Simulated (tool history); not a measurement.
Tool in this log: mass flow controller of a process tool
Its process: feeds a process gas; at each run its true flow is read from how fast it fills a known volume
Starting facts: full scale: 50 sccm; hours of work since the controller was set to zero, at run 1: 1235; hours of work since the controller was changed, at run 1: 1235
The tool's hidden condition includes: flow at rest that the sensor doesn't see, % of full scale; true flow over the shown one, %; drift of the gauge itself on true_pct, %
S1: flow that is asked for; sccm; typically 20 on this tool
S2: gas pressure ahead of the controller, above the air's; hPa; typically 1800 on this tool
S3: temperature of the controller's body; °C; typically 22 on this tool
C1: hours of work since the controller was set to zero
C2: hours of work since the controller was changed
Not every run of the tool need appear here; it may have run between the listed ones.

run 1 day=0.000 | S1=20 S2=1800 S3=22 | C1=1235 C2=1235 | true_flow_(%)=98.42
run 2 day=2.854 | S1=20 S2=1800 S3=22 | C1=1264 C2=1264 | true_flow_(%)=98.44
run 3 day=8.600 | S1=20 S2=1800 S3=22 | C1=1321 C2=1321 | true_flow_(%)=98.43
run 4 day=12.854 | S1=20 S2=1800 S3=22 | C1=1364 C2=1364 | true_flow_(%)=98.31
run 5 day=18.096 | S1=20 S2=1800 S3=22 | C1=1416 C2=1416 | true_flow_(%)=98.26
run 6 day=21.038 | S1=20 S2=1800 S3=22 | C1=1445 C2=1445 | true_flow_(%)=98.30
run 7 day=24.946 | S1=20 S2=1800 S3=22 | C1=1484 C2=1484 | true_flow_(%)=98.14
run 8 day=28.267 | S1=20 S2=1800 S3=22 | C1=1517 C2=1517 | true_flow_(%)=98.14
run 9 day=30.838 | S1=20 S2=1800 S3=22 | C1=1543 C2=1543 | true_flow_(%)=98.09
run 10 day=35.754 | S1=20 S2=1800 S3=22 | C1=1592 C2=1592 | true_flow_(%)=97.76
run 11 day=38.196 | S1=20 S2=1800 S3=22 | C1=1616 C2=1616 | true_flow_(%)=97.97
run 12 day=42.546 | S1=20 S2=1800 S3=22 | C1=1660 C2=1660 | true_flow_(%)=97.74
run 13 day=47.846 | S1=20 S2=1800 S3=22 | C1=1713 C2=1713 | true_flow_(%)=97.80
run 14 day=51.438 | S1=20 S2=1800 S3=22 | C1=1748 C2=1748 | true_flow_(%)=97.68
run 15 day=57.000 | S1=20 S2=1800 S3=22 | C1=1804 C2=1804 | true_flow_(%)=97.66
run 16 day=60.604 | S1=20 S2=1710 S3=22 | C1=1840 C2=1840 | true_flow_(%)=97.42
run 17 day=64.850 | S1=20 S2=1800 S3=22 | C1=1882 C2=1882 | true_flow_(%)=97.38
run 18 day=67.771 | S1=20 S2=1800 S3=22 | C1=1911 C2=1911 | true_flow_(%)=97.34
run 19 day=73.229 | S1=20 S2=1800 S3=22 | C1=1966 C2=1966 | true_flow_(%)=97.18
run 20 day=77.088 | S1=20 S2=1800 S3=22 | C1=2004 C2=2004 | true_flow_(%)=97.27
run 21 day=81.567 | S1=20 S2=1800 S3=22 | C1=2049 C2=2049 | true_flow_(%)=97.12
run 22 day=84.629 | S1=20 S2=1800 S3=22 | C1=2080 C2=2080 | true_flow_(%)=97.17
run 23 day=89.325 | S1=20 S2=1800 S3=22 | C1=2126 C2=2126 | true_flow_(%)=97.02
run 24 day=94.471 | S1=20 S2=1800 S3=22 | C1=2178 C2=2178 | true_flow_(%)=96.92
run 25 day=97.625 | S1=20 S2=1800 S3=22 | C1=2209 C2=2209 | true_flow_(%)=96.84
run 26 day=100.788 | S1=20 S2=2510 S3=29 | C1=2241 C2=2241 | true_flow_(%)=96.90
run 27 day=104.412 | S1=39 S2=2120 S3=24 | C1=2277 C2=2277 | true_flow_(%)=97.79
run 28 day=107.875 | S1=20 S2=2340 S3=24 | C1=2311 C2=2311 | true_flow_(%)=96.86
run 29 day=111.679 | S1=20 S2=2100 S3=22 | C1=2349 C2=2349 | true_flow_(%)=96.91
run 30 day=117.471 | S1=20 S2=1800 S3=21 | C1=2407 C2=2407 | true_flow_(%)=96.69
run 31 day=120.242 | S1=5 S2=2470 S3=23 | C1=2435 C2=2435 | true_flow_(%)=96.17
run 32 day=126.075 | S1=27 S2=1470 S3=32 | C1=2493 C2=2493 | true_flow_(%)=96.12
-- day=130.908 gauge calibrated
run 33 day=131.058 | S1=18 S2=1560 S3=21 | C1=2543 C2=2543 | true_flow_(%)=98.35
run 34 day=133.888 | S1=19 S2=2000 S3=25 | C1=2571 C2=2571 | true_flow_(%)=98.40
run 35 day=139.625 | S1=30 S2=1570 S3=35 | C1=2628 C2=2628 | true_flow_(%)=97.98
run 36 day=143.742 | S1=30 S2=1570 S3=28 | C1=2669 C2=2669 | true_flow_(%)=98.50
run 37 day=148.271 | S1=11 S2=1700 S3=28 | C1=2714 C2=2714 | true_flow_(%)=97.41
run 38 day=153.058 | S1=11 S2=1700 S3=28 | C1=2762 C2=2762 | true_flow_(%)=97.30
run 39 day=158.946 | S1=11 S2=1700 S3=28 | C1=2821 C2=2821 | true_flow_(%)=97.31
run 40 day=163.388 | S1=13 S2=1770 S3=28 | C1=2865 C2=2865 | true_flow_(%)=97.32
run 41 day=167.808 | S1=20 S2=2330 S3=31 | C1=2909 C2=2909 | true_flow_(%)=97.78
run 42 day=172.450 | S1=33 S2=1760 S3=21 | C1=2956 C2=2956 | true_flow_(%)=98.48
run 43 day=175.962 | S1=17 S2=1760 S3=23 | C1=2991 C2=2991 | true_flow_(%)=97.58
run 44 day=178.604 | S1=17 S2=1710 S3=25 | C1=3017 C2=3017 | true_flow_(%)=97.34
run 45 day=181.871 | S1=8 S2=1800 S3=22 | C1=3050 C2=3050 | true_flow_(%)=97.16
run 46 day=185.450 | S1=10 S2=1800 S3=31 | C1=3085 C2=3085 | true_flow_(%)=96.76
run 47 day=189.017 | S1=34 S2=2290 S3=31 | C1=3121 C2=3121 | true_flow_(%)=98.12
run 48 day=193.946 | S1=22 S2=2140 S3=26 | C1=3170 C2=3170 | true_flow_(%)=97.62

Each row is a separate what-if for the run after 48, all from the same tool condition, not one after another. Results?
run A day=198.517 | S1=11 S2=1520 S3=23 | C1=3216 C2=3216 | true_flow_(%)=?
run B day=198.517 | S1=48 S2=1800 S3=22 | C1=3216 C2=3216 | true_flow_(%)=?
run C day=198.517 | S1=22 S2=1560 S3=26 | C1=3216 C2=3216 | true_flow_(%)=?

run=A true_flow_(%)=96.83
run=B true_flow_(%)=98.71
run=C true_flow_(%)=97.00
Take away the tool's hidden state, keep each run's random variation, and the runs would have read:
run=A true_flow_(%)=97.95
run=B true_flow_(%)=99.85
run=C true_flow_(%)=98.12
